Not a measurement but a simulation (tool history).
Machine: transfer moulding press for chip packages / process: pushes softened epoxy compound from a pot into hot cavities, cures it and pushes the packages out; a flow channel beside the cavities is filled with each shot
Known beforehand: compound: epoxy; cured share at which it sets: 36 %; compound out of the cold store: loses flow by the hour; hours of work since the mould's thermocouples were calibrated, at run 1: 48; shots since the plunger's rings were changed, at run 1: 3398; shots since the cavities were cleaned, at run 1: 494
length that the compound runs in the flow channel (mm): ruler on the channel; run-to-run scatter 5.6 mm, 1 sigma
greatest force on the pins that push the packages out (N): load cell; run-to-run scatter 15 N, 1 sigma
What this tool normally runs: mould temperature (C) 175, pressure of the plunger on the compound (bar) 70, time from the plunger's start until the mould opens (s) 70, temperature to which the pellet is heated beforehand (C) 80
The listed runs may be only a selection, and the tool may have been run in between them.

run	day	mould temperature (C)	pressure of the plunger on the compound (bar)	time from the plunger's start until the mould opens (s)	temperature to which the pellet is heated beforehand (C)	hours of work since the mould's thermocouples were calibrated	shots since the plunger's rings were changed	shots since the cavities were cleaned	incoming compound's hours out of the cold store	length that the compound runs in the flow channel (mm)	greatest force on the pins that push the packages out (N)
1	0	175	70	70	80	48	3398	494	37.1	512	949
# day 0.667: cavities cleaned with cleaning compound and waxed
2	2.146	175	70	70	80	87	4263	613	20.9	522	1014
# day 2.567: cavities cleaned with cleaning compound and waxed
3	3.704	175	70	70	80	115	4885	473	27.8	505	933
# day 4.496: cavities cleaned with cleaning compound and waxed
4	4.929	175	70	70	80	137	5367	180	28	506	781
# day 5.754: plunger's sealing rings changed
# day 6.508: cavities cleaned with cleaning compound and waxed
5	7.262	175	70	70	80	178	601	313	31.3	534	792
# day 8.467: cavities cleaned with cleaning compound and waxed
6	8.908	175	78.4	70	80	208	1259	183	33	564	803
# day 10.321: cavities cleaned with cleaning compound and waxed
7	10.921	175	78.4	70	80	245	2068	249	28.7	558	811
8	11.954	175	78.4	70	80	265	2498	679	13.9	579	1013
# day 12.208: cavities cleaned with cleaning compound and waxed
9	13.9	175	68	70	80	300	3279	701	26.1	519	973
# day 14.162: cavities cleaned with cleaning compound and waxed
10	15.754	175	68	70	80	334	4024	661	38.5	489	899
# day 16.112: cavities cleaned with cleaning compound and waxed
11	17.629	175	68	70	80	369	4775	629	36	482	920
# day 18.075: cavities cleaned with cleaning compound and waxed
# day 19.962: plunger's sealing rings changed
# day 20.025: cavities cleaned with cleaning compound and waxed
12	20.108	175	68	70	80	411	35	35	44.5	529	646
# day 21.892: cavities cleaned with cleaning compound and waxed
13	22.267	175	70	70	80	451	906	157	12	568	755
# day 23.733: cavities cleaned with cleaning compound and waxed
14	23.733	175	70	70	80	477	1489	0	23.1	551	674
15	25.425	175	73.8	101	80	509	2191	702	18.3	557	524
# day 25.621: cavities cleaned with cleaning compound and waxed
16	27.154	175	71.1	70	86	541	2884	638	18.7	539	933
# day 27.604: cavities cleaned with cleaning compound and waxed
17	28.612	175	71.1	70	86	567	3463	420	19.1	540	884
# day 29.446: cavities cleaned with cleaning compound and waxed
18	30.85	181	71.1	93	86	609	4367	585	14.7	523	495
# day 31.425: cavities cleaned with cleaning compound and waxed
19	32.733	175	83.7	70	83	643	5121	543	44.6	514	845
# day 33.375: cavities cleaned with cleaning compound and waxed
20	34.021	175	70	108	80	666	5630	268	20.7	502	409
# day 34.267: plunger's sealing rings changed
# day 35.425: cavities cleaned with cleaning compound and waxed
21	35.812	170	84.8	108	72	697	616	161	10	639	441
# day 37.371: cavities cleaned with cleaning compound and waxed
22	37.738	182	84.8	54	82	732	1388	152	10.5	612	987
23	38.942	182	55.1	54	83	755	1889	653	19.5	477	1288
# day 39.212: cavities cleaned with cleaning compound and waxed
24	40.888	175	59.6	52	87	791	2671	695	24	496	1880
# day 41.079: cavities cleaned with cleaning compound and waxed
# day 43.033: cavities cleaned with cleaning compound and waxed
25	43.258	172	59.6	84	87	833	3603	93	34	470	537

What if the next run were any one of these 3? Each begins from the tool's condition after run 25:
# day 44.921: cavities cleaned with cleaning compound and waxed
A	45.088	169	70	86	74	867	4338	70	44.8	?	?
# day 44.921: cavities cleaned with cleaning compound and waxed
B	45.088	171	64.1	105	80	867	4338	70	14.9	?	?
# day 44.921: cavities cleaned with cleaning compound and waxed
C	45.088	180	62	57	87	867	4338	70	14.8	?	?

run	length that the compound runs in the flow channel (mm)	greatest force on the pins that push the packages out (N)
A	485	557
B	506	401
C	487	831
Stripped of hidden state, with their random variation kept, the same runs would have yielded:
run	length that the compound runs in the flow channel (mm)	greatest force on the pins that push the packages out (N)
A	537	572
B	559	388
C	539	849
